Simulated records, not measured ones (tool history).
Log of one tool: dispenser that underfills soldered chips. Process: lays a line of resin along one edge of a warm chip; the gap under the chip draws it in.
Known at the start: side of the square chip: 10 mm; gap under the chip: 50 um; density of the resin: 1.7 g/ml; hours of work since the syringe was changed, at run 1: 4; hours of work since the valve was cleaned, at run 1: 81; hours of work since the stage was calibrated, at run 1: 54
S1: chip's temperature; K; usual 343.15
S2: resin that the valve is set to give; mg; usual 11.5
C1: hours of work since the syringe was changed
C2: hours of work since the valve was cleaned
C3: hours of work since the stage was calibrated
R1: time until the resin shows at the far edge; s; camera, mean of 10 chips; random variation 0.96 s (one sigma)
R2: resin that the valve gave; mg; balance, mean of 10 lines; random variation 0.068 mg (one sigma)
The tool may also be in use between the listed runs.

| run | hour | S1 | S2 | C1 | C2 | C3 | R1 | R2 |
|---|---|---|---|---|---|---|---|---|
| 1 | 0.0 | 343.15 | 11.5 | 4 | 81 | 54 | 119.1 | 10.51 |
|  | 3.5 | new syringe of resin |
| 2 | 5.0 | 345.15 | 11.5 | 1 | 84 | 58 | 92.9 | 10.59 |
| 3 | 8.6 | 345.15 | 11.5 | 4 | 87 | 60 | 109.0 | 10.50 |
|  | 12.1 | new syringe of resin |
| 4 | 12.9 | 345.15 | 11.5 | 1 | 90 | 63 | 88.6 | 10.56 |
| 5 | 17.8 | 345.15 | 11.5 | 4 | 93 | 66 | 111.4 | 10.55 |
|  | 20.6 | new syringe of resin |
| 6 | 20.6 | 349.15 | 11.5 | 0 | 95 | 68 | 73.5 | 10.44 |
| 7 | 24.4 | 343.15 | 11.5 | 3 | 98 | 71 | 110.6 | 10.46 |
| 8 | 26.7 | 343.15 | 11.5 | 4 | 99 | 72 | 121.4 | 10.47 |
|  | 29.1 | new syringe of resin |
| 9 | 32.2 | 343.15 | 13.2 | 2 | 103 | 76 | 101.9 | 11.86 |
| 10 | 35.0 | 343.15 | 13.2 | 4 | 105 | 78 | 113.5 | 11.93 |
|  | 37.5 | new syringe of resin |
| 11 | 40.1 | 343.15 | 13.2 | 2 | 108 | 81 | 103.2 | 11.85 |
| 12 | 43.8 | 343.15 | 13.2 | 4 | 111 | 84 | 119.6 | 11.75 |
|  | 45.9 | new syringe of resin |
| 13 | 47.5 | 343.15 | 13.2 | 1 | 113 | 86 | 94.8 | 11.84 |
|  | 49.7 | dispensing valve cleaned and set on the balance |
| 14 | 51.2 | 343.15 | 10.5 | 3 | 1 | 88 | 111.6 | 10.50 |
| 15 | 53.9 | 343.15 | 10.5 | 5 | 3 | 90 | 126.2 | 10.44 |
|  | 55.5 | new syringe of resin |
| 16 | 57.3 | 343.15 | 10.5 | 1 | 5 | 92 | 99.8 | 10.35 |
| 17 | 61.9 | 343.15 | 10.4 | 5 | 8 | 95 | 122.8 | 10.30 |
|  | 64.0 | new syringe of resin |
| 18 | 66.5 | 343.15 | 10.4 | 2 | 11 | 98 | 103.1 | 10.28 |
| 19 | 71.7 | 331.15 | 10.8 | 5 | 15 | 102 | 215.0 | 10.53 |
|  | 72.5 | new syringe of resin |
| 20 | 76.3 | 329.15 | 10.3 | 3 | 18 | 105 | 201.2 | 10.12 |
| 21 | 79.3 | 329.15 | 11.3 | 5 | 20 | 107 | 223.2 | 10.99 |
|  | 81.0 | new syringe of resin |
| 22 | 84.1 | 329.15 | 11.3 | 2 | 23 | 110 | 189.7 | 11.10 |
|  | 89.4 | new syringe of resin |
| 23 | 89.4 | 335.15 | 14.9 | 0 | 27 | 114 | 121.4 | 14.50 |
| 24 | 91.9 | 335.15 | 13.0 | 2 | 28 | 115 | 139.5 | 12.64 |
| 25 | 96.6 | 335.15 | 13.0 | 5 | 32 | 119 | 171.3 | 12.79 |
|  | 98.0 | new syringe of resin |
| 26 | 100.4 | 335.15 | 12.7 | 2 | 34 | 121 | 137.6 | 12.24 |
| 27 | 104.9 | 330.15 | 12.8 | 5 | 37 | 124 | 207.5 | 12.30 |
|  | 106.5 | new syringe of resin |
| 28 | 108.3 | 330.15 | 11.7 | 1 | 39 | 126 | 167.2 | 11.22 |
| 29 | 111.8 | 328.15 | 12.3 | 4 | 42 | 129 | 215.0 | 11.81 |
| 30 | 114.1 | 357.15 | 10.6 | 5 | 43 | 130 | 75.9 | 10.13 |
|  | 115.1 | new syringe of resin |
| 31 | 119.3 | 357.15 | 10.6 | 3 | 47 | 134 | 64.8 | 10.16 |
|  | 123.8 | new syringe of resin |
| 32 | 124.7 | 345.15 | 13.8 | 1 | 50 | 137 | 86.0 | 13.11 |
| 33 | 128.2 | 348.15 | 14.9 | 3 | 53 | 140 | 88.4 | 14.08 |
| 34 | 131.8 | 335.15 | 12.5 | 6 | 55 | 142 | 180.7 | 11.78 |
|  | 132.4 | new syringe of resin |
| 35 | 136.6 | 335.15 | 12.5 | 3 | 58 | 145 | 153.2 | 11.80 |
|  | 141.1 | new syringe of resin |
| 36 | 141.2 | 335.15 | 12.5 | 0 | 61 | 148 | 123.3 | 11.88 |

The same runs without the tool's hidden state, with the same run-to-run variation:
The hidden state here: resin's viscosity, % of fresh resin's; dose that the valve gives, % of what is set; true chip temperature over the reading, C; drift of the gauge itself on fill_s, %; drift of the gauge itself on given_mg, %.
| run | R1 | R2 |
|---|---|---|
| 1 | 92.7 | 11.39 |
| 2 | 84.2 | 11.51 |
| 3 | 84.1 | 11.44 |
| 4 | 83.3 | 11.54 |
| 5 | 84.0 | 11.57 |
| 6 | 72.0 | 11.47 |
| 7 | 91.3 | 11.51 |
| 8 | 90.3 | 11.54 |
| 9 | 89.1 | 13.14 |
| 10 | 87.3 | 13.22 |
| 11 | 89.8 | 13.20 |
| 12 | 88.3 | 13.12 |
| 13 | 88.4 | 13.24 |
| 14 | 94.1 | 10.51 |
| 15 | 94.4 | 10.47 |
| 16 | 93.3 | 10.41 |
| 17 | 93.3 | 10.38 |
| 18 | 93.4 | 10.39 |
| 19 | 155.0 | 10.68 |
| 20 | 171.6 | 10.29 |
| 21 | 166.7 | 11.20 |
| 22 | 168.4 | 11.35 |
| 23 | 122.5 | 14.86 |
| 24 | 125.6 | 12.98 |
| 25 | 125.1 | 13.17 |
| 26 | 127.4 | 12.64 |
| 27 | 157.0 | 12.74 |
| 28 | 154.8 | 11.65 |
| 29 | 170.9 | 12.29 |
| 30 | 54.0 | 10.55 |
| 31 | 53.9 | 10.62 |
| 32 | 82.5 | 13.75 |
| 33 | 72.8 | 14.81 |
| 34 | 126.4 | 12.42 |
| 35 | 126.5 | 12.48 |
| 36 | 125.8 | 12.59 |

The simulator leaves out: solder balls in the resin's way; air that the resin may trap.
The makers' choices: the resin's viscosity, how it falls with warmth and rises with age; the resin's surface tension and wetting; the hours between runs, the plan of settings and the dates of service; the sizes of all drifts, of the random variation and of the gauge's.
